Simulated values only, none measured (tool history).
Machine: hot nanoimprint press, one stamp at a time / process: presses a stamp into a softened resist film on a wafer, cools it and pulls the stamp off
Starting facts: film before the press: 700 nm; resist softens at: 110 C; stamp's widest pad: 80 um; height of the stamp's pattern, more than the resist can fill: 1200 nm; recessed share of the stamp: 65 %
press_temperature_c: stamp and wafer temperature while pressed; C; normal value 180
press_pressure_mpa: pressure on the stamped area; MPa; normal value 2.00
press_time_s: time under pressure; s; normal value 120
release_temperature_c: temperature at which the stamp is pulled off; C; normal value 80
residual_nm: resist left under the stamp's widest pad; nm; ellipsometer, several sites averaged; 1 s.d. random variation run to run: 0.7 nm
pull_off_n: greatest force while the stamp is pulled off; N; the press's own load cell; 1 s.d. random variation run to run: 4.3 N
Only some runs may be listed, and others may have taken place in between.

| run | hour | press_temperature_c | press_pressure_mpa | press_time_s | release_temperature_c | residual_nm | pull_off_n |
|---|---|---|---|---|---|---|---|
| 1 | 0.0 | 180 | 2.00 | 120 | 80 | 367.9 | 266 |
| 2 | 10.6 | 174 | 2.00 | 120 | 80 | 437.8 | 278 |
| 3 | 19.7 | 174 | 2.00 | 120 | 80 | 439.0 | 275 |
| 4 | 30.7 | 180 | 2.00 | 120 | 82 | 371.3 | 267 |
| 5 | 40.5 | 180 | 2.00 | 120 | 82 | 371.2 | 274 |
| 6 | 56.2 | 180 | 2.00 | 120 | 82 | 371.0 | 278 |
| 7 | 69.0 | 180 | 2.00 | 120 | 80 | 369.2 | 287 |
| 8 | 76.8 | 180 | 1.76 | 120 | 80 | 388.8 | 284 |
| 9 | 91.8 | 180 | 1.76 | 120 | 80 | 388.7 | 285 |
|  | 95.7 | plate thermocouple calibrated |
| 10 | 104.5 | 180 | 1.76 | 120 | 80 | 381.8 | 286 |
| 11 | 119.7 | 180 | 1.76 | 120 | 80 | 381.2 | 273 |
| 12 | 129.8 | 180 | 1.76 | 120 | 80 | 381.6 | 292 |
| 13 | 137.6 | 180 | 1.76 | 120 | 80 | 382.0 | 283 |
| 14 | 150.8 | 184 | 2.00 | 120 | 80 | 323.3 | 308 |
| 15 | 159.7 | 184 | 2.00 | 120 | 80 | 323.2 | 298 |
| 16 | 173.3 | 180 | 2.36 | 86 | 84 | 384.6 | 273 |
| 17 | 185.8 | 180 | 2.36 | 86 | 84 | 383.9 | 280 |
| 18 | 196.3 | 173 | 2.00 | 120 | 76 | 446.4 | 322 |
| 19 | 205.7 | 173 | 2.00 | 120 | 76 | 446.2 | 327 |
| 20 | 214.7 | 180 | 1.75 | 134 | 68 | 369.8 | 365 |
| 21 | 222.6 | 178 | 1.75 | 134 | 68 | 393.1 | 375 |
| 22 | 231.2 | 186 | 3.14 | 81 | 74 | 294.5 | 326 |
| 23 | 242.5 | 172 | 3.04 | 81 | 79 | 449.6 | 315 |
| 24 | 249.0 | 172 | 2.02 | 129 | 79 | 447.5 | 305 |
| 25 | 257.6 | 187 | 2.00 | 83 | 80 | 342.1 | 315 |
| 26 | 268.1 | 170 | 2.24 | 83 | 80 | 513.4 | 308 |
| 27 | 276.3 | 170 | 2.24 | 83 | 80 | 513.4 | 309 |
| 28 | 286.3 | 175 | 1.25 | 135 | 86 | 474.7 | 275 |
| 29 | 293.4 | 168 | 2.19 | 128 | 75 | 487.6 | 342 |
| 30 | 307.7 | 168 | 1.65 | 89 | 87 | 562.4 | 282 |

Forecast each of these 4 alternatives for the next run:
| A | 321.8 | 188 | 1.65 | 89 | 75 | ? | ? |
| B | 321.8 | 180 | 2.00 | 120 | 73 | ? | ? |
| C | 321.8 | 189 | 1.65 | 89 | 87 | ? | ? |
| D | 321.8 | 187 | 1.65 | 86 | 70 | ? | ? |

| run | residual_nm | pull_off_n |
|---|---|---|
| A | 351.6 | 355 |
| B | 366.8 | 352 |
| C | 342.3 | 278 |
| D | 364.4 | 368 |
Had the tool no hidden state, the same runs would have come out as:
| run | residual_nm | pull_off_n |
|---|---|---|
| A | 348.1 | 231 |
| B | 362.7 | 230 |
| C | 338.9 | 181 |
| D | 360.9 | 240 |
